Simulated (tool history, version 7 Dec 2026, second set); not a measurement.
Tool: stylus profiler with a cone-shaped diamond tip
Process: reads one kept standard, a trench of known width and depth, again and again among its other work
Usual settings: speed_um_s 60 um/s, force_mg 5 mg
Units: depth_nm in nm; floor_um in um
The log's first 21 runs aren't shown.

| run | hour | speed_um_s | force_mg | depth_nm | floor_um |
|---|---|---|---|---|---|
| 22 | 628.3 | 60 | 7.43 | 514.44 | 25.54 |
| 23 | 662.2 | 60 | 13.15 | 521.04 | 25.54 |
| 24 | 706.5 | 33 | 6.11 | 512.54 | 25.57 |
| 25 | 748.7 | 58 | 6.11 | 512.51 | 25.49 |
| 26 | 775.1 | 41 | 10.13 | 517.49 | 25.6 |
| 27 | 818 | 27 | 1.75 | 505.45 | 25.53 |
| 28 | 843.7 | 27 | 1.75 | 505.43 | 25.54 |
| 29 | 865.9 | 213 | 6.93 | 513.75 | 25.19 |
| 30 | 893 | 78 | 5.45 | 511.56 | 25.48 |

Run 31 comes next. What will it give?
| 31 | 932.7 | 15 | 4.59 | ? | ? |

depth_nm: 510.34 nm
floor_um: 25.58 um
Without the tool's hidden state the same run would have given depth_nm 510.34 nm, floor_um 25.59 um.

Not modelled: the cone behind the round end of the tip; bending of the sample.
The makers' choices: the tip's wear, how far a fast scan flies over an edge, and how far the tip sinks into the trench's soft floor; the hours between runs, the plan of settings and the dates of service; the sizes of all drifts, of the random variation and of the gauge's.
